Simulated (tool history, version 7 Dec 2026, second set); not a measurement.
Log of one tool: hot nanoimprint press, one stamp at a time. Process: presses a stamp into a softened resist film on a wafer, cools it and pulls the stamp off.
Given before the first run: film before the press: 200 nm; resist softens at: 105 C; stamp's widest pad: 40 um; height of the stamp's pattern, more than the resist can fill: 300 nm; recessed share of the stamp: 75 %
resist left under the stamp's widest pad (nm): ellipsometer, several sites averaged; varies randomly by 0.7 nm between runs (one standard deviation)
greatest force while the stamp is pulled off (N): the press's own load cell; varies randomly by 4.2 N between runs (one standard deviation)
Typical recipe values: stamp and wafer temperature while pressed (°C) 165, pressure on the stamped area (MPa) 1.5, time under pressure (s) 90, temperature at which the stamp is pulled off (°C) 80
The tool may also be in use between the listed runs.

run,hour,stamp and wafer temperature while pressed (°C),pressure on the stamped area (MPa),time under pressure (s),temperature at which the stamp is pulled off (°C),resist left under the stamp's widest pad (nm),greatest force while the stamp is pulled off (N)
1,0,165,1.5,90,80,83.5,204
2,8.9,165,1.5,58,80,99.2,203
3,19.5,165,1.5,58,67,98.1,291
4,38,166,1.5,58,67,91.2,286
5,50.5,166,1.5,58,67,92.6,294
6,62.6,166,1.5,58,67,91,304
7,73.4,165,1.5,90,80,82.9,220
8,82.3,165,1.5,90,80,81.8,217
9,98.6,165,1.5,90,80,81.5,228
10,110.5,165,1.5,90,80,81.9,223
11,125.7,165,1.67,90,80,76.3,236
12,134.9,165,1.67,90,80,76.3,229
13,149.9,174,1.5,90,80,44.8,239
14,166.2,174,1.5,90,80,44.4,234
15,182.1,165,1.5,90,80,80.6,243
16,197.9,170,1.53,64,71,66.2,315
17,212.5,162,1.5,90,75,97.7,280
18,223.6,154,1.5,90,80,154.5,251
19,242.6,154,1.5,90,74,152.4,296
20,258.2,171,2.06,46,65,60.7,366
21,268.2,164,0.97,175,80,80,262
22,285.8,173,0.97,175,80,42.4,264
23,296.4,173,0.97,58,66,69.3,372
24,311.3,173,0.97,58,66,69.2,379
25,328.8,173,0.97,58,66,68.9,385
26,336.5,165,1.5,90,67,78.7,363
27,348.8,168,1.5,90,85,65.4,230
28,363.8,168,0.93,91,78,80,301
29,382.4,168,0.93,91,78,79.9,297
30,401,168,0.93,91,78,80.7,300

Below are 3 alternative next runs, each starting from the tool's condition after run 30. Predict each:
A,416.3,177,1.51,106,80,?,?
B,416.3,164,0.93,79,78,?,?
C,416.3,165,1.49,90,82,?,?

run,resist left under the stamp's widest pad (nm),greatest force while the stamp is pulled off (N)
A,33.7,286
B,106.7,299
C,78.2,269
The same runs, with their run-to-run variation unchanged, on a tool lacking any hidden condition would have given:
run,resist left under the stamp's widest pad (nm),greatest force while the stamp is pulled off (N)
A,34.9,204
B,110.5,213
C,81.4,191

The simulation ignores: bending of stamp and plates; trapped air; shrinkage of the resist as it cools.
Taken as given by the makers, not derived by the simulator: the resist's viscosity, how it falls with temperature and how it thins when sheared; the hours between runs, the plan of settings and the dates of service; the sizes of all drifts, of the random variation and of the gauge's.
